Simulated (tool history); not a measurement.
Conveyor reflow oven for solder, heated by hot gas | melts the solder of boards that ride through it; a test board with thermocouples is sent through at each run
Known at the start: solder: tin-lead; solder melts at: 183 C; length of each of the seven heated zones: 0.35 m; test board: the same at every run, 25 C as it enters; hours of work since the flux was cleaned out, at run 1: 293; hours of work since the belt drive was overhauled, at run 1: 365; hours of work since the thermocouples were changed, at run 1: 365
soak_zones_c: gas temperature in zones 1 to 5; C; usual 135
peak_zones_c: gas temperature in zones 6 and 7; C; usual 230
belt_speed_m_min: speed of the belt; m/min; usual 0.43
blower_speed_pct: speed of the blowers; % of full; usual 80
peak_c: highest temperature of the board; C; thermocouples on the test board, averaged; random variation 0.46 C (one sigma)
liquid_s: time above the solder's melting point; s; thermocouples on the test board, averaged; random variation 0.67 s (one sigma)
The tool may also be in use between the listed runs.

run   hour  soak_zones_c  peak_zones_c  belt_speed_m_min  blower_speed_pct  hours of work since the flux was cleaned out  hours of work since the belt drive was overhauled  hours of work since the thermocouples were changed  peak_c  liquid_s
  1      0           135           230              0.43                80                                           293                                                365                                                 365   219.3        75
  2     85           135           230              0.43                80                                           334                                                406                                                 406     218      76.3
  3  158.4           135           230              0.43                80                                           369                                                441                                                 441   218.5      74.2
       174  -- flux residue cleaned out of gas plates and filters
  4    212           135           230              0.43                79                                            18                                                464                                                 464   218.9      75.1
  5  255.5           135           230              0.43                79                                            39                                                485                                                 485   219.2      75.9
  6    338           135           230              0.43                80                                            78                                                525                                                 525   218.7      74.2
  7    422           135           230              0.43                80                                           119                                                565                                                 565   219.1      75.8
  8  494.8           135           230              0.43                80                                           154                                                600                                                 600   219.6      75.4
  9  566.9           135           230             0.377                80                                           188                                                634                                                 634   222.3      90.4
 10  608.6           135           226             0.476                80                                           208                                                654                                                 654   213.4      61.7

Run 11 comes next. What will it give?
 11  689.5           144           230              0.43                52                                           247                                                693                                                 693       ?         ?

Run 11 gave peak_c 212.7 C, liquid_s 72.1 s.
Without the tool's hidden state the same run would have given peak_c 212.8 C, liquid_s 72.1 s.

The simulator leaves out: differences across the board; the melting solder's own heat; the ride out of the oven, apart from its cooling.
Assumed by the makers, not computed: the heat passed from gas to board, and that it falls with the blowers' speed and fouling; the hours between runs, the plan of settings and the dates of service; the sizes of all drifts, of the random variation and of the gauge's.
